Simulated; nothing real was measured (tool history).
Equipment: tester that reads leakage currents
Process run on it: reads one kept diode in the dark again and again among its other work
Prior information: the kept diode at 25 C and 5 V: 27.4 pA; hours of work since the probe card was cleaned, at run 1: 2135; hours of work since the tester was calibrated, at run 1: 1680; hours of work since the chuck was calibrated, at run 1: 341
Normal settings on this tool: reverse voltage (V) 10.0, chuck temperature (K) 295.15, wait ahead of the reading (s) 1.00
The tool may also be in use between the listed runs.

run,hour,reverse voltage (V),chuck temperature (K),wait ahead of the reading (s),hours of work since the probe card was cleaned,hours of work since the tester was calibrated,hours of work since the chuck was calibrated,current that the tester gives (pA)
1,0.0,10.0,295.15,1.00,2135,1680,341,47.44
2,66.4,10.0,295.15,1.00,2181,1726,387,47.81
3,115.7,10.0,295.15,1.00,2216,1760,422,48.31
4,171.8,10.0,295.15,1.00,2255,1799,461,48.51
5,254.7,10.0,295.15,1.00,2312,1857,518,48.91
6,316.5,10.0,295.15,1.00,2355,1900,561,49.67
7,411.5,10.0,295.15,1.00,2421,1966,627,49.94
8,463.4,10.0,295.15,1.00,2457,2002,663,50.24
9,526.0,10.0,295.15,1.00,2501,2046,707,50.96
10,582.3,10.0,295.15,1.00,2540,2085,746,51.38
11,671.2,10.0,295.15,1.00,2602,2147,808,52.32
12,753.8,10.0,295.15,0.46,2659,2204,865,53.53
13,838.4,10.0,295.15,0.46,2718,2263,924,54.29
14,905.4,10.0,295.15,0.46,2765,2309,971,54.60
15,978.8,1.4,311.15,0.89,2816,2360,1022,49.54
# hour 988.3: probe card cleaned and baked
16,1030.1,1.4,306.15,1.26,29,2394,1055,34.80
17,1105.5,1.6,293.15,6.29,81,2446,1108,14.81
18,1178.7,1.0,307.15,1.00,132,2497,1158,30.71
19,1264.3,5.1,311.15,1.00,192,2557,1218,115.44
20,1309.1,2.2,314.15,0.64,223,2588,1249,86.03
21,1387.6,2.2,314.15,0.64,278,2643,1304,87.09

Run 22, settings as shown, results not yet in. Your forecast:
# hour 1488.7: probe card cleaned and baked, once more
22,1488.7,19.9,305.15,7.53,0,2711,1372,?

{"run 22": {"current that the tester gives (pA)": 125.66}}
With no hidden state in the tool, this same run would have given current that the tester gives (pA) 115.17.

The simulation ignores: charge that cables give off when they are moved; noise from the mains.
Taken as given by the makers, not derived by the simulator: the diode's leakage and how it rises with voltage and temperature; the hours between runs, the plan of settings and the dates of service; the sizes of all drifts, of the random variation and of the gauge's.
